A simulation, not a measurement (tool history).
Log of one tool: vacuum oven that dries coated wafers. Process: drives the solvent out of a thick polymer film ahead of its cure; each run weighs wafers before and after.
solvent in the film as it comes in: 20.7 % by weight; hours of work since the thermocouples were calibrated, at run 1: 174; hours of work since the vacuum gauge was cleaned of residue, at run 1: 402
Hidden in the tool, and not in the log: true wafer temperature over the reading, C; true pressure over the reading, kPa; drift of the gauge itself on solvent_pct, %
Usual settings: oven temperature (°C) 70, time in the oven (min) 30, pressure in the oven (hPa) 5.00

run     day  oven temperature (°C)  time in the oven (min)  pressure in the oven (hPa)  hours of work since the thermocouples were calibrated  hours of work since the vacuum gauge was cleaned of residue  solvent left in the film (%)
  1   0.000                     70                      30                        5.00                                                    174                                                          402                          1.28
  2   0.954                     70                      30                        5.00                                                    187                                                          415                          1.24
  3   2.221                     70                      30                        5.00                                                    205                                                          433                          1.32
  4   2.979                     70                      30                        5.00                                                    216                                                          444                          1.30
  5   4.238                     70                      30                        5.00                                                    234                                                          462                          1.29
  6   5.592                     70                      30                        5.00                                                    253                                                          481                          1.27
  7   6.788                     76                      47                        9.95                                                    270                                                          498                          0.24
  8   8.079                     70                      30                       11.12                                                    288                                                          516                          1.42
  9   9.192                     55                      30                       12.55                                                    304                                                          532                          8.25
 10  10.271                     55                      40                       12.55                                                    319                                                          547                          6.59
 11  11.133                     55                      40                       12.55                                                    331                                                          559                          6.52

Run 12 comes next. What will it give?
 12  11.746                     55                      40                       12.55                                                    340                                                          568                             ?

{"run 12": {"solvent left in the film (%)": 6.54}}
Without the tool's hidden state the same run would have given solvent left in the film (%) 6.56.

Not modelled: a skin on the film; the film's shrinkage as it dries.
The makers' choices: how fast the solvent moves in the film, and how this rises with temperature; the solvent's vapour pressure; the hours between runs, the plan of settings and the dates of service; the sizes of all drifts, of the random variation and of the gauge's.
